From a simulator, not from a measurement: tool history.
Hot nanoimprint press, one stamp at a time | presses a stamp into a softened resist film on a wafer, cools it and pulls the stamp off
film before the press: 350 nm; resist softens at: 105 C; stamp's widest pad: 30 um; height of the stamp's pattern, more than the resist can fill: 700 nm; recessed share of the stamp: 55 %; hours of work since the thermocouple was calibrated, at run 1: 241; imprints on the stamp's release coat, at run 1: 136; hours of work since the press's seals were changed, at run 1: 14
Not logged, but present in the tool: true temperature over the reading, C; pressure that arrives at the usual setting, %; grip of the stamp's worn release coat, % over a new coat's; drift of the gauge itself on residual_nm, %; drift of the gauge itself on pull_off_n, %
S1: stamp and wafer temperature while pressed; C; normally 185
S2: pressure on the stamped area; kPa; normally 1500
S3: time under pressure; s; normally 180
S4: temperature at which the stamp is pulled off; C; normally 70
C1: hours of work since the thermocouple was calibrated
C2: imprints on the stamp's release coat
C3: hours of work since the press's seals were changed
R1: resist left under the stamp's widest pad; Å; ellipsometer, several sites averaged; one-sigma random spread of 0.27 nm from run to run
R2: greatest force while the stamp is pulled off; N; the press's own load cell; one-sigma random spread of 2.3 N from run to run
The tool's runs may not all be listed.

{"run": 1, "hour": 0.0, "S1": 185, "S2": 1500, "S3": 180, "S4": 70, "C1": 241, "C2": 136, "C3": 14, "R1": 1835, "R2": 143}
{"run": 2, "hour": 9.7, "S1": 185, "S2": 1500, "S3": 180, "S4": 70, "C1": 245, "C2": 154, "C3": 18, "R1": 1826, "R2": 145}
{"run": 3, "hour": 13.9, "S1": 185, "S2": 1500, "S3": 180, "S4": 70, "C1": 247, "C2": 162, "C3": 20, "R1": 1831, "R2": 143}
{"run": 4, "hour": 20.7, "S1": 185, "S2": 1500, "S3": 180, "S4": 70, "C1": 250, "C2": 175, "C3": 23, "R1": 1829, "R2": 145}
{"run": 5, "hour": 25.9, "S1": 185, "S2": 1500, "S3": 180, "S4": 70, "C1": 252, "C2": 185, "C3": 25, "R1": 1832, "R2": 140}
{"run": 6, "hour": 31.7, "S1": 185, "S2": 1500, "S3": 180, "S4": 70, "C1": 255, "C2": 196, "C3": 28, "R1": 1830, "R2": 143}
{"run": 7, "hour": 38.1, "S1": 185, "S2": 1690, "S3": 180, "S4": 70, "C1": 258, "C2": 208, "C3": 31, "R1": 1746, "R2": 147}
{"run": 8, "hour": 47.0, "S1": 185, "S2": 1690, "S3": 180, "S4": 70, "C1": 262, "C2": 225, "C3": 35, "R1": 1748, "R2": 146}
{"run": 9, "hour": 54.0, "S1": 185, "S2": 1690, "S3": 180, "S4": 70, "C1": 265, "C2": 238, "C3": 38, "R1": 1743, "R2": 148}
{"run": 10, "hour": 58.9, "S1": 185, "S2": 910, "S3": 180, "S4": 70, "C1": 267, "C2": 248, "C3": 40, "R1": 2196, "R2": 148}
{"run": 11, "hour": 66.5, "S1": 188, "S2": 1500, "S3": 180, "S4": 70, "C1": 270, "C2": 262, "C3": 43, "R1": 1690, "R2": 146}
{"run": 12, "hour": 74.6, "S1": 192, "S2": 1500, "S3": 180, "S4": 70, "C1": 274, "C2": 277, "C3": 47, "R1": 1520, "R2": 146}
{"run": 13, "hour": 82.0, "S1": 192, "S2": 1500, "S3": 180, "S4": 70, "C1": 277, "C2": 291, "C3": 50, "R1": 1519, "R2": 143}
{"run": 14, "hour": 86.8, "S1": 185, "S2": 1500, "S3": 180, "S4": 70, "C1": 279, "C2": 300, "C3": 53, "R1": 1829, "R2": 145}
{"run": 15, "hour": 94.2, "S1": 185, "S2": 1500, "S3": 180, "S4": 70, "C1": 283, "C2": 314, "C3": 56, "R1": 1835, "R2": 150}
{"run": 16, "hour": 99.7, "S1": 185, "S2": 1500, "S3": 180, "S4": 70, "C1": 285, "C2": 325, "C3": 58, "R1": 1829, "R2": 149}
{"run": 17, "hour": 104.5, "S1": 185, "S2": 1500, "S3": 180, "S4": 58, "C1": 287, "C2": 334, "C3": 60, "R1": 1831, "R2": 196}
{"run": 18, "hour": 112.1, "S1": 174, "S2": 980, "S3": 180, "S4": 70, "C1": 291, "C2": 348, "C3": 64, "R1": 2675, "R2": 144}
{"hour": 116.7, "done": "plate thermocouple calibrated"}
{"run": 19, "hour": 119.5, "S1": 174, "S2": 2230, "S3": 93, "S4": 60, "C1": 1, "C2": 357, "C3": 66, "R1": 2558, "R2": 187}
{"run": 20, "hour": 125.5, "S1": 178, "S2": 2240, "S3": 180, "S4": 56, "C1": 4, "C2": 368, "C3": 68, "R1": 1912, "R2": 209}
{"run": 21, "hour": 133.1, "S1": 178, "S2": 2240, "S3": 180, "S4": 56, "C1": 7, "C2": 383, "C3": 72, "R1": 1910, "R2": 206}
{"run": 22, "hour": 142.8, "S1": 178, "S2": 2240, "S3": 123, "S4": 56, "C1": 12, "C2": 401, "C3": 76, "R1": 2159, "R2": 205}
{"run": 23, "hour": 152.9, "S1": 178, "S2": 2240, "S3": 123, "S4": 56, "C1": 16, "C2": 420, "C3": 81, "R1": 2162, "R2": 204}
{"run": 24, "hour": 157.8, "S1": 178, "S2": 2240, "S3": 123, "S4": 56, "C1": 18, "C2": 430, "C3": 83, "R1": 2163, "R2": 200}
{"run": 25, "hour": 163.2, "S1": 178, "S2": 2240, "S3": 123, "S4": 56, "C1": 21, "C2": 440, "C3": 85, "R1": 2164, "R2": 208}
{"run": 26, "hour": 169.1, "S1": 187, "S2": 2000, "S3": 281, "S4": 56, "C1": 23, "C2": 451, "C3": 88, "R1": 1297, "R2": 216}
{"run": 27, "hour": 179.1, "S1": 187, "S2": 2000, "S3": 281, "S4": 56, "C1": 28, "C2": 470, "C3": 93, "R1": 1300, "R2": 209}
{"run": 28, "hour": 187.5, "S1": 187, "S2": 2000, "S3": 342, "S4": 76, "C1": 32, "C2": 486, "C3": 96, "R1": 1190, "R2": 129}
{"run": 29, "hour": 196.7, "S1": 194, "S2": 2270, "S3": 109, "S4": 78, "C1": 36, "C2": 504, "C3": 100, "R1": 1475, "R2": 118}
{"run": 30, "hour": 203.1, "S1": 194, "S2": 2270, "S3": 109, "S4": 78, "C1": 39, "C2": 516, "C3": 103, "R1": 1475, "R2": 120}

Each row is a separate what-if for the run after 30, all from the same tool condition, not one after another. Results?
{"run": "A", "hour": 210.4, "S1": 194, "S2": 1500, "S3": 220, "S4": 70, "C1": 42, "C2": 530, "C3": 107, "R1": "?", "R2": "?"}
{"run": "B", "hour": 210.4, "S1": 185, "S2": 1500, "S3": 133, "S4": 76, "C1": 42, "C2": 530, "C3": 107, "R1": "?", "R2": "?"}
{"run": "C", "hour": 210.4, "S1": 185, "S2": 1500, "S3": 180, "S4": 59, "C1": 42, "C2": 530, "C3": 107, "R1": "?", "R2": "?"}
{"run": "D", "hour": 210.4, "S1": 191, "S2": 2270, "S3": 139, "S4": 72, "C1": 42, "C2": 530, "C3": 107, "R1": "?", "R2": "?"}

run=A R1=1334 R2=150
run=B R1=2038 R2=126
run=C R1=1841 R2=196
run=D R1=1450 R2=142
Had the tool no hidden state, the same runs would have come out as:
run=A R1=1339 R2=142
run=B R1=2044 R2=120
run=C R1=1848 R2=186
run=D R1=1453 R2=134
